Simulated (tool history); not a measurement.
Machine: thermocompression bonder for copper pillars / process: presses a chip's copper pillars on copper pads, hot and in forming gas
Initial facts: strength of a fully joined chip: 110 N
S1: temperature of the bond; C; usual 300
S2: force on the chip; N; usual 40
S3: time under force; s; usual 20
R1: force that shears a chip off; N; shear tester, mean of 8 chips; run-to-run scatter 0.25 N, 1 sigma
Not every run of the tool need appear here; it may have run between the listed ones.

{"run": 1, "day": 0.0, "S1": 300, "S2": 40, "S3": 20, "R1": 39.8}
{"run": 2, "day": 1.225, "S1": 300, "S2": 40, "S3": 25, "R1": 42.6}
{"run": 3, "day": 3.108, "S1": 300, "S2": 40, "S3": 20, "R1": 39.1}
{"day": 3.375, "done": "forming gas filter changed"}
{"run": 4, "day": 4.888, "S1": 300, "S2": 40, "S3": 20, "R1": 41.1}
{"run": 5, "day": 6.829, "S1": 300, "S2": 40, "S3": 20, "R1": 41.2}
{"run": 6, "day": 8.788, "S1": 300, "S2": 40, "S3": 12, "R1": 33.3}
{"run": 7, "day": 10.05, "S1": 300, "S2": 40, "S3": 12, "R1": 33.3}
{"run": 8, "day": 11.496, "S1": 300, "S2": 40, "S3": 12, "R1": 32.9}
{"run": 9, "day": 13.525, "S1": 300, "S2": 40, "S3": 12, "R1": 33.1}
{"run": 10, "day": 15.104, "S1": 300, "S2": 40, "S3": 21, "R1": 40.3}
{"run": 11, "day": 17.083, "S1": 300, "S2": 40, "S3": 20, "R1": 39.6}
{"day": 18.938, "done": "force cell calibrated"}
{"run": 12, "day": 19.008, "S1": 300, "S2": 40, "S3": 20, "R1": 35.5}
{"day": 20.7, "done": "heater calibrated with a thermocouple chip"}
{"run": 13, "day": 20.7, "S1": 300, "S2": 40, "S3": 20, "R1": 37.1}
{"day": 21.579, "done": "forming gas filter changed"}
{"run": 14, "day": 21.838, "S1": 300, "S2": 40, "S3": 20, "R1": 39.7}
{"run": 15, "day": 23.796, "S1": 300, "S2": 40, "S3": 20, "R1": 39.8}
{"run": 16, "day": 24.617, "S1": 300, "S2": 40, "S3": 20, "R1": 39.7}
{"run": 17, "day": 26.279, "S1": 300, "S2": 40, "S3": 20, "R1": 39.6}
{"run": 18, "day": 28.171, "S1": 300, "S2": 40, "S3": 20, "R1": 39.4}
{"run": 19, "day": 29.062, "S1": 300, "S2": 40, "S3": 20, "R1": 39.1}
{"run": 20, "day": 30.933, "S1": 300, "S2": 40, "S3": 20, "R1": 38.6}
{"run": 21, "day": 31.954, "S1": 328, "S2": 37, "S3": 59, "R1": 64}
{"run": 22, "day": 33.75, "S1": 291, "S2": 37, "S3": 59, "R1": 48.6}
{"run": 23, "day": 34.683, "S1": 303, "S2": 51, "S3": 20, "R1": 49.5}
{"run": 24, "day": 36.638, "S1": 303, "S2": 42, "S3": 41, "R1": 52.3}
{"run": 25, "day": 37.667, "S1": 303, "S2": 42, "S3": 41, "R1": 52.3}
{"run": 26, "day": 39.412, "S1": 283, "S2": 29, "S3": 26, "R1": 24.6}
{"day": 39.633, "done": "forming gas filter changed"}
{"run": 27, "day": 41.183, "S1": 304, "S2": 56, "S3": 20, "R1": 57.7}
{"run": 28, "day": 42.696, "S1": 304, "S2": 56, "S3": 20, "R1": 56.8}
{"run": 29, "day": 44.521, "S1": 304, "S2": 41, "S3": 31, "R1": 49.4}
{"run": 30, "day": 45.758, "S1": 304, "S2": 43, "S3": 31, "R1": 51.5}
{"run": 31, "day": 47.454, "S1": 304, "S2": 43, "S3": 31, "R1": 50.4}
{"run": 32, "day": 48.288, "S1": 314, "S2": 58, "S3": 24, "R1": 65.4}
{"run": 33, "day": 49.925, "S1": 314, "S2": 38, "S3": 17, "R1": 38.7}
{"run": 34, "day": 51.354, "S1": 304, "S2": 27, "S3": 43, "R1": 35.6}
{"run": 35, "day": 52.446, "S1": 304, "S2": 27, "S3": 43, "R1": 35.5}
{"run": 36, "day": 53.362, "S1": 290, "S2": 40, "S3": 53, "R1": 50.1}
{"run": 37, "day": 54.654, "S1": 290, "S2": 40, "S3": 53, "R1": 49.9}
{"run": 38, "day": 55.783, "S1": 290, "S2": 40, "S3": 53, "R1": 49.5}
{"run": 39, "day": 56.9, "S1": 300, "S2": 40, "S3": 54, "R1": 53.4}

Consider 4 possible next runs. They are alternatives, not a sequence: every one starts from the tool as it was left by run 39. What does each give?
{"day": 57.808, "done": "forming gas filter changed"}
{"run": "A", "day": 58.517, "S1": 275, "S2": 60, "S3": 20, "R1": "?"}
{"day": 57.808, "done": "forming gas filter changed"}
{"run": "B", "day": 58.517, "S1": 300, "S2": 34, "S3": 54, "R1": "?"}
{"day": 57.808, "done": "forming gas filter changed"}
{"run": "C", "day": 58.517, "S1": 314, "S2": 40, "S3": 54, "R1": "?"}
{"day": 57.808, "done": "forming gas filter changed"}
{"run": "D", "day": 58.517, "S1": 300, "S2": 40, "S3": 10, "R1": "?"}

run=A R1=48.4
run=B R1=50.1
run=C R1=64.1
run=D R1=30.4
What these runs would have given with no unlogged condition in the tool:
run=A R1=47.7
run=B R1=49.2
run=C R1=63.2
run=D R1=29.8

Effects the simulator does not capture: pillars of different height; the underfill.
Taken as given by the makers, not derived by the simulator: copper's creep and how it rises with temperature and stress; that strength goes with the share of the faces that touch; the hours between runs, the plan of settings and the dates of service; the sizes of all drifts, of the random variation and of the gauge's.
